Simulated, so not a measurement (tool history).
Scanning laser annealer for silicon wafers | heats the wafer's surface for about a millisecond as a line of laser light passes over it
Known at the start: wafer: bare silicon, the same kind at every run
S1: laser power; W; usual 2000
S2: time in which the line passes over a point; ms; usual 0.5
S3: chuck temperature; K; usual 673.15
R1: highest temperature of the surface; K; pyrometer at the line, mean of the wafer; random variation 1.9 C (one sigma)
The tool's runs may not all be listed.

| run | hour | S1 | S2 | S3 | R1 |
|---|---|---|---|---|---|
| 1 | 0 | 2000 | 0.5 | 673.15 | 1430.15 |
| 2 | 11.2 | 2000 | 0.499 | 673.15 | 1432.15 |
| 3 | 24 | 2000 | 0.499 | 673.15 | 1434.15 |
| 4 | 38.2 | 2000 | 0.503 | 673.15 | 1437.15 |
| 5 | 53.9 | 2000 | 0.355 | 673.15 | 1299.15 |
| 6 | 61.1 | 2000 | 0.5 | 673.15 | 1429.15 |
| 7 | 74.3 | 2000 | 0.5 | 673.15 | 1432.15 |
| 8 | 90.4 | 2000 | 0.5 | 673.15 | 1426.15 |
| 9 | 105.7 | 2000 | 0.5 | 673.15 | 1425.15 |
| 10 | 115.8 | 2000 | 0.5 | 673.15 | 1426.15 |
| 11 | 122.4 | 2000 | 0.5 | 673.15 | 1426.15 |
| 12 | 133.9 | 2000 | 0.5 | 683.15 | 1435.15 |
| 13 | 141.2 | 2000 | 0.5 | 673.15 | 1426.15 |
| 14 | 153.8 | 2000 | 0.5 | 661.15 | 1412.15 |
| 15 | 168.3 | 2000 | 0.5 | 661.15 | 1413.15 |
| 16 | 179.5 | 2000 | 0.475 | 660.15 | 1388.15 |
| 17 | 193.9 | 2000 | 0.475 | 660.15 | 1387.15 |
| 18 | 205.2 | 1779 | 0.5 | 673.15 | 1315.15 |
| 19 | 211.9 | 1822 | 0.568 | 680.15 | 1394.15 |
| 20 | 222.1 | 1830 | 0.5 | 673.15 | 1340.15 |
| 21 | 233 | 1758 | 0.367 | 711.15 | 1240.15 |
| 22 | 243.2 | 1743 | 0.616 | 640.15 | 1344.15 |
| 23 | 258.5 | 1743 | 0.616 | 640.15 | 1337.15 |
| 24 | 273.8 | 1938 | 0.616 | 705.15 | 1507.15 |
| 25 | 285.7 | 2139 | 0.616 | 705.15 | 1617.15 |
| 26 | 301.5 | 1759 | 0.378 | 670.15 | 1206.15 |
| 27 | 314.3 | 1759 | 0.378 | 670.15 | 1205.15 |
| 28 | 321.8 | 2000 | 0.445 | 667.15 | 1359.15 |

Forecast each of these 4 alternatives for the next run:
| A | 335.7 | 2154 | 0.522 | 634.15 | ? |
| B | 335.7 | 2055 | 0.5 | 695.15 | ? |
| C | 335.7 | 1846 | 0.434 | 692.15 | ? |
| D | 335.7 | 2000 | 0.445 | 640.15 | ? |

| run | R1 |
|---|---|
| A | 1465.15 |
| B | 1460.15 |
| C | 1307.15 |
| D | 1331.15 |
Without the tool's hidden state the same runs would have given:
| run | R1 |
|---|---|
| A | 1530.15 |
| B | 1520.15 |
| C | 1355.15 |
| D | 1385.15 |

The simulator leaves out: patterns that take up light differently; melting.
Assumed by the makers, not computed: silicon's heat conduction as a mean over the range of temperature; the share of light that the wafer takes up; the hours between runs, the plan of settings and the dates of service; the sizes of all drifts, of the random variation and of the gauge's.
